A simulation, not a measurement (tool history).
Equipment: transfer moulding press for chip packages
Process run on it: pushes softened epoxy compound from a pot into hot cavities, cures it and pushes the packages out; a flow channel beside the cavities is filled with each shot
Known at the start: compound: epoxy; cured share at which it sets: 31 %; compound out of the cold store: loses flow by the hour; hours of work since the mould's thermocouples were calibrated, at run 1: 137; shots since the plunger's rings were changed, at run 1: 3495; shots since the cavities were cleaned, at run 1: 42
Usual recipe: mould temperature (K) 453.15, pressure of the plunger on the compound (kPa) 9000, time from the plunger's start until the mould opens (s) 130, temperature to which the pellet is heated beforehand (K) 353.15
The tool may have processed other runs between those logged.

run    hour  mould temperature (K)  pressure of the plunger on the compound (kPa)  time from the plunger's start until the mould opens (s)  temperature to which the pellet is heated beforehand (K)  hours of work since the mould's thermocouples were calibrated  shots since the plunger's rings were changed  shots since the cavities were cleaned  incoming compound's hours out of the cold store  length that the compound runs in the flow channel (mm)  greatest force on the pins that push the packages out (N)
  1     0.0                 453.15                                           9000                                                      130                                                    353.15                                                            137                                          3495                                     42                                             43.7                                                     593                                                        512
  2    38.8                 453.15                                           9000                                                      130                                                    353.15                                                            162                                          3853                                    400                                             10.6                                                     665                                                        739
       55.7  -- cavities cleaned with cleaning compound and waxed
      115.8  -- plunger's sealing rings changed
      117.3  -- cavities cleaned with cleaning compound and waxed
  3   131.9                 453.15                                           9000                                                      130                                                    353.15                                                            219                                           135                                    135                                             15.7                                                     684                                                        620
      177.1  -- cavities cleaned with cleaning compound and waxed
  4   192.6                 456.15                                           9000                                                      130                                                    353.15                                                            257                                           682                                    143                                             44.0                                                     608                                                        572
      236.0  -- cavities cleaned with cleaning compound and waxed
  5   255.5                 456.15                                           9000                                                      130                                                    353.15                                                            297                                          1250                                    179                                             35.7                                                     616                                                        565
      295.9  -- cavities cleaned with cleaning compound and waxed
  6   296.6                 453.15                                           9000                                                      130                                                    353.15                                                            323                                          1617                                      7                                             16.6                                                     672                                                        517
      353.8  -- cavities cleaned with cleaning compound and waxed
  7   359.4                 453.15                                           9000                                                      130                                                    353.15                                                            362                                          2184                                     52                                             43.1                                                     604                                                        533
      413.0  -- cavities cleaned with cleaning compound and waxed
  8   428.2                 453.15                                           9000                                                      130                                                    353.15                                                            406                                          2807                                    141                                             44.5                                                     595                                                        599
      472.4  -- mould's thermocouples calibrated
      473.9  -- cavities cleaned with cleaning compound and waxed
  9   518.3                 453.15                                           9000                                                      130                                                    353.15                                                             29                                          3608                                    411                                             42.6                                                     594                                                        758
      535.7  -- cavities cleaned with cleaning compound and waxed
      592.6  -- cavities cleaned with cleaning compound and waxed
 10   603.8                 453.15                                           9000                                                      130                                                    353.15                                                             82                                          4372                                    104                                             47.7                                                     580                                                        585
      617.1  -- plunger's sealing rings changed
      658.7  -- cavities cleaned with cleaning compound and waxed
 11   671.7                 454.15                                           9000                                                      130                                                    353.15                                                            124                                           491                                    120                                             21.2                                                     669                                                        584
      720.6  -- cavities cleaned with cleaning compound and waxed
 12   760.1                 454.15                                           9000                                                      130                                                    353.15                                                            180                                          1295                                    366                                             31.5                                                     632                                                        694
      781.1  -- cavities cleaned with cleaning compound and waxed
      839.1  -- cavities cleaned with cleaning compound and waxed
 13   839.1                 453.15                                           9000                                                      130                                                    353.15                                                            229                                          1999                                      0                                             11.6                                                     683                                                        545
 14   884.8                 460.15                                           8250                                                      130                                                    353.15                                                            259                                          2422                                    423                                             10.8                                                     625                                                        687
      899.0  -- cavities cleaned with cleaning compound and waxed
      959.5  -- cavities cleaned with cleaning compound and waxed
 15   976.6                 460.15                                           8250                                                      140                                                    353.15                                                            316                                          3243                                    158                                             35.6                                                     565                                                        541
     1017.0  -- cavities cleaned with cleaning compound and waxed
 16  1032.4                 460.15                                           8250                                                      140                                                    353.15                                                            351                                          3746                                    143                                             39.2                                                     553                                                        552
     1079.8  -- cavities cleaned with cleaning compound and waxed
 17  1081.2                 453.15                                           6850                                                      130                                                    353.15                                                            382                                          4183                                     13                                             28.2                                                     543                                                        516
     1120.1  -- plunger's sealing rings changed
     1141.3  -- cavities cleaned with cleaning compound and waxed
 18  1153.6                 453.15                                           6850                                                      130                                                    353.15                                                            426                                           296                                    114                                             16.1                                                     596                                                        591
     1169.1  -- mould's thermocouples calibrated
     1200.3  -- cavities cleaned with cleaning compound and waxed
 19  1247.4                 453.15                                           6850                                                      130                                                    353.15                                                             50                                          1132                                    436                                             46.6                                                     529                                                        725
     1259.8  -- cavities cleaned with cleaning compound and waxed
     1318.3  -- cavities cleaned with cleaning compound and waxed
 20  1336.8                 454.15                                           8600                                                      160                                                    348.15                                                            106                                          1932                                    172                                             43.2                                                     591                                                        574

Estimate the outcome of run 21 from the log above:
     1379.2  -- cavities cleaned with cleaning compound and waxed
 21  1400.5                 453.15                                           9280                                                      130                                                    354.15                                                            146                                          2507                                    197                                             17.3                                                       ?                                                          ?

Run 21 yielded length that the compound runs in the flow channel (mm) 670, greatest force on the pins that push the packages out (N) 659.
Minus the tool's unlogged condition, the same run would have read length that the compound runs in the flow channel (mm) 694, greatest force on the pins that push the packages out (N) 518.

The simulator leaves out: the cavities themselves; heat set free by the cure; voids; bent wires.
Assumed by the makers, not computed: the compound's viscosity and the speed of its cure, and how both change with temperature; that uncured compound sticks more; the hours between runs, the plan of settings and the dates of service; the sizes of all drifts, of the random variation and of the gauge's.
